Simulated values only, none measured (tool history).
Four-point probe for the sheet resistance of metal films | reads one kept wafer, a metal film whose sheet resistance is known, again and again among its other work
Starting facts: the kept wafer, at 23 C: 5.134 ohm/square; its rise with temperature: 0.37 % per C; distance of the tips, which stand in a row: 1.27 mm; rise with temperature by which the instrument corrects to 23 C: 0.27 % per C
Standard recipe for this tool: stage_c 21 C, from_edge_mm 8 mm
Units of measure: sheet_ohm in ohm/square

{"run": 1, "hour": 0.0, "stage_c": 21, "from_edge_mm": 8, "sheet_ohm": 5.191788}
{"run": 2, "hour": 47.5, "stage_c": 21, "from_edge_mm": 17, "sheet_ohm": 5.14056}
{"run": 3, "hour": 110.0, "stage_c": 21, "from_edge_mm": 17, "sheet_ohm": 5.142307}
{"run": 4, "hour": 211.8, "stage_c": 21, "from_edge_mm": 17, "sheet_ohm": 5.144178}
{"run": 5, "hour": 277.9, "stage_c": 21, "from_edge_mm": 67, "sheet_ohm": 5.131799}
{"run": 6, "hour": 338.3, "stage_c": 21, "from_edge_mm": 67, "sheet_ohm": 5.13298}
{"run": 7, "hour": 396.1, "stage_c": 21, "from_edge_mm": 67, "sheet_ohm": 5.136047}
{"run": 8, "hour": 465.8, "stage_c": 21, "from_edge_mm": 67, "sheet_ohm": 5.136345}
{"run": 9, "hour": 550.2, "stage_c": 21, "from_edge_mm": 67, "sheet_ohm": 5.137333}
{"run": 10, "hour": 605.0, "stage_c": 21, "from_edge_mm": 70, "sheet_ohm": 5.139764}
{"run": 11, "hour": 669.8, "stage_c": 21, "from_edge_mm": 4, "sheet_ohm": 5.405188}
{"run": 12, "hour": 732.8, "stage_c": 21, "from_edge_mm": 4, "sheet_ohm": 5.404363}
{"run": 13, "hour": 823.9, "stage_c": 21, "from_edge_mm": 4, "sheet_ohm": 5.409417}
{"run": 14, "hour": 873.1, "stage_c": 20, "from_edge_mm": 8, "sheet_ohm": 5.206754}
{"run": 15, "hour": 919.6, "stage_c": 20, "from_edge_mm": 3, "sheet_ohm": 5.588973}
{"run": 16, "hour": 1008.0, "stage_c": 20, "from_edge_mm": 3, "sheet_ohm": 5.592996}
{"run": 17, "hour": 1056.7, "stage_c": 20, "from_edge_mm": 3, "sheet_ohm": 5.592223}
{"run": 18, "hour": 1146.6, "stage_c": 21, "from_edge_mm": 5, "sheet_ohm": 5.326305}
{"run": 19, "hour": 1191.2, "stage_c": 21, "from_edge_mm": 5, "sheet_ohm": 5.32746}
{"run": 20, "hour": 1290.8, "stage_c": 21, "from_edge_mm": 5, "sheet_ohm": 5.330221}
{"run": 21, "hour": 1339.3, "stage_c": 33, "from_edge_mm": 52, "sheet_ohm": 5.215443}
{"hour": 1347.4, "done": "stage's thermometer calibrated"}
{"run": 22, "hour": 1412.5, "stage_c": 21, "from_edge_mm": 4, "sheet_ohm": 5.425979}
{"run": 23, "hour": 1516.4, "stage_c": 20, "from_edge_mm": 71, "sheet_ohm": 5.159817}
{"run": 24, "hour": 1602.7, "stage_c": 20, "from_edge_mm": 71, "sheet_ohm": 5.163451}
{"run": 25, "hour": 1682.9, "stage_c": 30, "from_edge_mm": 13, "sheet_ohm": 5.240991}
{"hour": 1775.8, "done": "stage's thermometer calibrated, once more"}
{"run": 26, "hour": 1775.8, "stage_c": 30, "from_edge_mm": 13, "sheet_ohm": 5.224664}
{"run": 27, "hour": 1852.1, "stage_c": 27, "from_edge_mm": 46, "sheet_ohm": 5.187502}
{"run": 28, "hour": 1920.8, "stage_c": 27, "from_edge_mm": 46, "sheet_ohm": 5.191468}
{"run": 29, "hour": 2002.1, "stage_c": 27, "from_edge_mm": 46, "sheet_ohm": 5.192158}
{"run": 30, "hour": 2096.8, "stage_c": 21, "from_edge_mm": 11, "sheet_ohm": 5.200572}
{"run": 31, "hour": 2141.8, "stage_c": 34, "from_edge_mm": 65, "sheet_ohm": 5.229491}

Had the tool no unlogged condition, and each run kept its random variation, what would the results have been?
Hidden state present: inner tips' distance over the nominal, %; tips' flats over new ones', %; wafer's true temperature over the reading, C; drift of the gauge itself on sheet_ohm, %.
run=1 sheet_ohm=5.192191
run=2 sheet_ohm=5.139820
run=3 sheet_ohm=5.139989
run=4 sheet_ohm=5.139363
run=5 sheet_ohm=5.125315
run=6 sheet_ohm=5.125002
run=7 sheet_ohm=5.126637
run=8 sheet_ohm=5.124984
run=9 sheet_ohm=5.123915
run=10 sheet_ohm=5.124987
run=11 sheet_ohm=5.387906
run=12 sheet_ohm=5.385502
run=13 sheet_ohm=5.388161
run=14 sheet_ohm=5.184985
run=15 sheet_ohm=5.564410
run=16 sheet_ohm=5.565953
run=17 sheet_ohm=5.563980
run=18 sheet_ohm=5.297048
run=19 sheet_ohm=5.297044
run=20 sheet_ohm=5.297332
run=21 sheet_ohm=5.182396
run=22 sheet_ohm=5.386179
run=23 sheet_ohm=5.119245
run=24 sheet_ohm=5.120637
run=25 sheet_ohm=5.196025
run=26 sheet_ohm=5.192825
run=27 sheet_ohm=5.154031
run=28 sheet_ohm=5.156438
run=29 sheet_ohm=5.155285
run=30 sheet_ohm=5.161303
run=31 sheet_ohm=5.188996

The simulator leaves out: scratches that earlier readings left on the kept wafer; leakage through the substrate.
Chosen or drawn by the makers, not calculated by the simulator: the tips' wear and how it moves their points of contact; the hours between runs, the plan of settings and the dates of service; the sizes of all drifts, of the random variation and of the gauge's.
